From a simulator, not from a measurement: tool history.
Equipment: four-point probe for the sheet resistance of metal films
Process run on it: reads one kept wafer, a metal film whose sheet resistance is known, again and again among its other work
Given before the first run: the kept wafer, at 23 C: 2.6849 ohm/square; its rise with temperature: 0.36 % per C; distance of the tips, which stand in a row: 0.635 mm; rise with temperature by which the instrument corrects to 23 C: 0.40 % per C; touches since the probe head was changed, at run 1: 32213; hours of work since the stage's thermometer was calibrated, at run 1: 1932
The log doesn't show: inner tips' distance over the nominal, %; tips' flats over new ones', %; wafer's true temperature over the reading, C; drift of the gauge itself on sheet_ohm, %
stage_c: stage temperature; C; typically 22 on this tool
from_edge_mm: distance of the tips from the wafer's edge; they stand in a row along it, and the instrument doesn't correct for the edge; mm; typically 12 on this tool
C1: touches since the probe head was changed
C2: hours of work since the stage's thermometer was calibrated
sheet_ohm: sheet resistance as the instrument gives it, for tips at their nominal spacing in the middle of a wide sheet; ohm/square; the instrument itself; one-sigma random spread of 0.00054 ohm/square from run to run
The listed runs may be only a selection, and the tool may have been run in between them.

run 1 hour=0.0 | stage_c=22 from_edge_mm=12 | C1=32213 C2=1932 | sheet_ohm=2.694179
run 2 hour=49.0 | stage_c=22 from_edge_mm=12 | C1=32782 C2=1956 | sheet_ohm=2.694490
run 3 hour=100.1 | stage_c=22 from_edge_mm=12 | C1=33377 C2=1982 | sheet_ohm=2.693561
run 4 hour=151.6 | stage_c=22 from_edge_mm=17 | C1=33976 C2=2007 | sheet_ohm=2.691549
run 5 hour=219.6 | stage_c=33 from_edge_mm=12 | C1=34767 C2=2041 | sheet_ohm=2.680660
run 6 hour=289.8 | stage_c=33 from_edge_mm=12 | C1=35584 C2=2075 | sheet_ohm=2.681512
run 7 hour=356.3 | stage_c=22 from_edge_mm=12 | C1=36357 C2=2108 | sheet_ohm=2.693469
-- hour=362.8 stage's thermometer calibrated
run 8 hour=411.0 | stage_c=22 from_edge_mm=12 | C1=36988 C2=24 | sheet_ohm=2.689641
run 9 hour=457.3 | stage_c=22 from_edge_mm=5 | C1=37526 C2=47 | sheet_ohm=2.707882
run 10 hour=500.3 | stage_c=19 from_edge_mm=5 | C1=38027 C2=68 | sheet_ohm=2.712543
run 11 hour=547.9 | stage_c=19 from_edge_mm=5 | C1=38580 C2=91 | sheet_ohm=2.712466
run 12 hour=590.4 | stage_c=24 from_edge_mm=33 | C1=39075 C2=112 | sheet_ohm=2.683781
run 13 hour=632.4 | stage_c=24 from_edge_mm=33 | C1=39563 C2=133 | sheet_ohm=2.683578
-- hour=701.3 stage's thermometer calibrated, once more
run 14 hour=702.5 | stage_c=21 from_edge_mm=9 | C1=40372 C2=1 | sheet_ohm=2.708692
run 15 hour=757.8 | stage_c=34 from_edge_mm=15 | C1=41017 C2=28 | sheet_ohm=2.688248
run 16 hour=823.4 | stage_c=34 from_edge_mm=15 | C1=41779 C2=60 | sheet_ohm=2.687972
run 17 hour=868.0 | stage_c=20 from_edge_mm=15 | C1=42298 C2=82 | sheet_ohm=2.703934
run 18 hour=898.3 | stage_c=28 from_edge_mm=6 | C1=42650 C2=97 | sheet_ohm=2.708041
run 19 hour=931.4 | stage_c=31 from_edge_mm=5 | C1=43035 C2=114 | sheet_ohm=2.712286
run 20 hour=966.9 | stage_c=33 from_edge_mm=28 | C1=43448 C2=131 | sheet_ohm=2.688072
run 21 hour=1001.3 | stage_c=32 from_edge_mm=48 | C1=43849 C2=148 | sheet_ohm=2.687925

Predict each of these 3 candidate next runs independently; none follows another, all start after run 21:
run A hour=1069.7 | stage_c=19 from_edge_mm=10 | C1=44645 C2=182 | sheet_ohm=?
run B hour=1069.7 | stage_c=23 from_edge_mm=27 | C1=44645 C2=182 | sheet_ohm=?
run C hour=1069.7 | stage_c=31 from_edge_mm=13 | C1=44645 C2=182 | sheet_ohm=?

run=A sheet_ohm=2.709044
run=B sheet_ohm=2.699290
run=C sheet_ohm=2.692856
The same runs, with their run-to-run variation unchanged, on a tool lacking any hidden condition would have given:
run=A sheet_ohm=2.695574
run=B sheet_ohm=2.685863
run=C sheet_ohm=2.679457
